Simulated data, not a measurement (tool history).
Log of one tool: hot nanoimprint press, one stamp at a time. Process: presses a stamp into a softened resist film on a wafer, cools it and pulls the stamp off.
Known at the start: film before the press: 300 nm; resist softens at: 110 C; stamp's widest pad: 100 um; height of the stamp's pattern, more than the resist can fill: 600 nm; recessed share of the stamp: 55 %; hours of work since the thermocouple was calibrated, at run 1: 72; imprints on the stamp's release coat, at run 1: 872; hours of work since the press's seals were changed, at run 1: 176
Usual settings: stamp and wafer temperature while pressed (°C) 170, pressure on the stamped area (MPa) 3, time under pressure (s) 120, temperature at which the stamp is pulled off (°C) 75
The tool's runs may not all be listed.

run,hour,stamp and wafer temperature while pressed (°C),pressure on the stamped area (MPa),time under pressure (s),temperature at which the stamp is pulled off (°C),hours of work since the thermocouple was calibrated,imprints on the stamp's release coat,hours of work since the press's seals were changed,resist left under the stamp's widest pad (nm),greatest force while the stamp is pulled off (N)
1,0,170,3,120,75,72,872,176,124.3,121
2,30.1,170,3,93,75,91,1019,195,138.2,129
3,44.4,170,3,93,75,101,1089,204,137.3,126
4,71.2,170,3,120,75,118,1220,221,125.3,131
# hour 83: stamp cleaned and given a new release coat
5,90.7,170,3,120,75,126,38,230,127.5,107
6,107.7,170,3,120,75,137,121,240,128,106
7,131.5,170,3,120,75,152,237,255,127.9,110
8,143.8,170,3,120,75,160,297,263,129,110
9,168.2,170,3,120,75,176,417,279,128.1,116
10,192.2,170,2.44,120,75,191,534,294,143.3,115
11,217.3,170,2.44,120,75,207,657,310,144.5,117
# hour 222.2: plate thermocouple calibrated
12,234.4,170,2.44,120,75,8,726,319,148.7,123
13,247.7,170,3,120,75,16,791,327,134,122
14,266.1,170,3,120,75,28,880,339,135.2,127
15,285.6,170,3,120,75,40,976,352,134.3,128
16,313.8,170,3,120,75,58,1114,370,135.5,130
17,333.9,168,3,120,75,71,1212,382,152,135
# hour 340.6: plate thermocouple calibrated, once more
# hour 350.7: stamp cleaned and given a new release coat
18,358.2,170,1.81,73,62,7,37,392,183.4,132
19,372.4,160,2.28,201,81,16,106,401,206.3,91
20,386.9,160,4.7,201,81,26,177,410,155.6,96
21,400.5,170,3,120,76,34,244,419,124.6,106
22,420.1,170,3,153,63,47,339,431,113.7,138
23,442.7,170,3,153,66,61,450,446,112.6,135
24,461.1,182,2.99,78,67,73,540,457,74.8,133
25,480.9,169,2.27,65,74,85,637,470,185.4,119
26,502.6,175,3,87,83,99,742,484,107.5,100
27,525,170,2.69,66,60,113,852,498,165,157
28,543.8,181,2.71,64,76,125,944,510,91.1,124
29,574.1,170,2.31,120,75,145,1092,529,145.8,128
30,589.3,170,2.31,167,62,154,1166,539,130.7,164
# hour 614: stamp cleaned and given a new release coat
31,621.6,170,3.5,176,77,171,37,556,103,104

3 ways to go on from here, each from the tool as it stands after run 31. What would each give?
A,645.6,180,3.68,127,75,186,154,571,?,?
B,645.6,170,3.5,176,75,186,154,571,?,?
C,645.6,175,4.14,109,75,186,154,571,?,?

run,resist left under the stamp's widest pad (nm),greatest force while the stamp is pulled off (N)
A,63.6,108
B,103.2,108
C,84.9,110
Without the tool's hidden state the same runs would have given:
run,resist left under the stamp's widest pad (nm),greatest force while the stamp is pulled off (N)
A,59.4,104
B,96.3,104
C,79,105

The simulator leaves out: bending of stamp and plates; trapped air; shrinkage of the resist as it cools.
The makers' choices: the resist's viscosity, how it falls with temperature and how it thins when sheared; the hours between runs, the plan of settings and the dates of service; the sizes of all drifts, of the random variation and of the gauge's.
